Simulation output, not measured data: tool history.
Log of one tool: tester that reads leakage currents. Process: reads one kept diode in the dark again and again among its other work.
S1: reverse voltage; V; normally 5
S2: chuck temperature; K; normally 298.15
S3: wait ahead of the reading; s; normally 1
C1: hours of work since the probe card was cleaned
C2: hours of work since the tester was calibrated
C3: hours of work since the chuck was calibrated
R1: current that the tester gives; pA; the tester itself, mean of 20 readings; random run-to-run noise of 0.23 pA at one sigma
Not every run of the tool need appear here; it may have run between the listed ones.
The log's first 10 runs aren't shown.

Run 11, hour 722: usual settings but S3 1.12 s; C1 3083; C2 2496; C3 189. Result: R1 80.54 pA.
Run 12, hour 798.7: usual settings; C1 3139; C2 2552; C3 245. Result: R1 80.84 pA.
Run 13, hour 887.9: usual settings; C1 3203; C2 2617; C3 309. Result: R1 81.04 pA.
Run 14, hour 949.4: usual settings; C1 3248; C2 2661; C3 354. Result: R1 81.49 pA.
Run 15, hour 1013.9: usual settings; C1 3295; C2 2708; C3 401. Result: R1 81.65 pA.
Run 16, hour 1103: usual settings but S1 2.82 V, S2 310.15 K; C1 3360; C2 2773; C3 465. Result: R1 155.46 pA.
Run 17, hour 1153: usual settings but S1 2.82 V, S2 310.15 K; C1 3396; C2 2809; C3 502. Result: R1 154.88 pA.
Run 18, hour 1202.4: usual settings but S1 3.22 V, S2 310.15 K; C1 3432; C2 2845; C3 538. Result: R1 164.21 pA.

What does the tool deliver on the next run?
Run 19, hour 1283.1: usual settings but S1 3.3 V, S2 295.15 K, S3 2.2 s; C1 3490; C2 2903; C3 596. Result: R1 ?.

R1: 52.04 pA
On a tool with no hidden condition, and with the same random variation, this run would have come out at R1 46.89 pA.
